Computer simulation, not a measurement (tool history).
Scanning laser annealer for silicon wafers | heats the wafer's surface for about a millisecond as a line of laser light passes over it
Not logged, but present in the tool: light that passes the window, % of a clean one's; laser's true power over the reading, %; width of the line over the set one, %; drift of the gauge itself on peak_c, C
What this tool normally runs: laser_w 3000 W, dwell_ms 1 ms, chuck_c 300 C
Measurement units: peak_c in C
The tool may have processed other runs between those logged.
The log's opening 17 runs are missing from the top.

| run | day | laser_w | dwell_ms | chuck_c | hours of work since the window was cleaned | hours of work since the power meter was calibrated | hours of work since the optics were aligned | peak_c |
|---|---|---|---|---|---|---|---|---|
| 18 | 12.588 | 3000 | 1 | 265 | 282 | 313 | 117 | 1073 |
| 19 | 13.675 | 3000 | 1.24 | 265 | 293 | 325 | 129 | 1171 |
| 20 | 14.292 | 3000 | 1.24 | 265 | 300 | 331 | 135 | 1174 |
| 21 | 14.871 | 3167 | 1 | 300 | 306 | 337 | 141 | 1155 |
| 22 | 15.796 | 3188 | 1.12 | 322 | 315 | 347 | 151 | 1242 |
| 23 | 16.688 | 3237 | 0.98 | 300 | 325 | 356 | 160 | 1171 |
| 24 | 17.438 | 2820 | 0.79 | 296 | 332 | 364 | 168 | 965 |
| 25 | 18.483 | 2820 | 0.79 | 296 | 343 | 375 | 179 | 963 |
| 26 | 19.479 | 3234 | 1 | 307 | 354 | 385 | 189 | 1182 |
| 27 | 20.192 | 3234 | 1 | 307 | 361 | 393 | 197 | 1185 |
| 28 | 21.133 | 3000 | 0.78 | 300 | 371 | 403 | 207 | 1003 |
| 29 | 22.121 | 2683 | 1.23 | 300 | 381 | 413 | 217 | 1095 |
| 30 | 22.771 | 2683 | 1.23 | 300 | 388 | 420 | 224 | 1099 |
| 31 | 23.35 | 2979 | 1.23 | 300 | 394 | 426 | 230 | 1194 |
| 32 | 24.208 | 2979 | 1.23 | 300 | 403 | 435 | 239 | 1195 |
| 33 | 25.017 | 2745 | 0.96 | 276 | 411 | 443 | 247 | 994 |
|  | 25.662 | window over the wafer cleaned |
| 34 | 25.825 | 2745 | 0.96 | 276 | 2 | 451 | 255 | 992 |
| 35 | 26.333 | 2745 | 0.96 | 276 | 7 | 456 | 260 | 996 |
| 36 | 27.304 | 3294 | 0.79 | 332 | 17 | 466 | 270 | 1119 |
| 37 | 27.788 | 3294 | 0.79 | 332 | 22 | 471 | 275 | 1124 |
| 38 | 28.354 | 3086 | 0.79 | 283 | 28 | 477 | 281 | 1017 |

What will run 39 give?
| 39 | 28.962 | 2902 | 0.92 | 260 | 34 | 483 | 287 | ? |

peak_c: 1004 C
With the hidden condition absent and the run-to-run variation left alone, this run would have shown peak_c 1004 C.
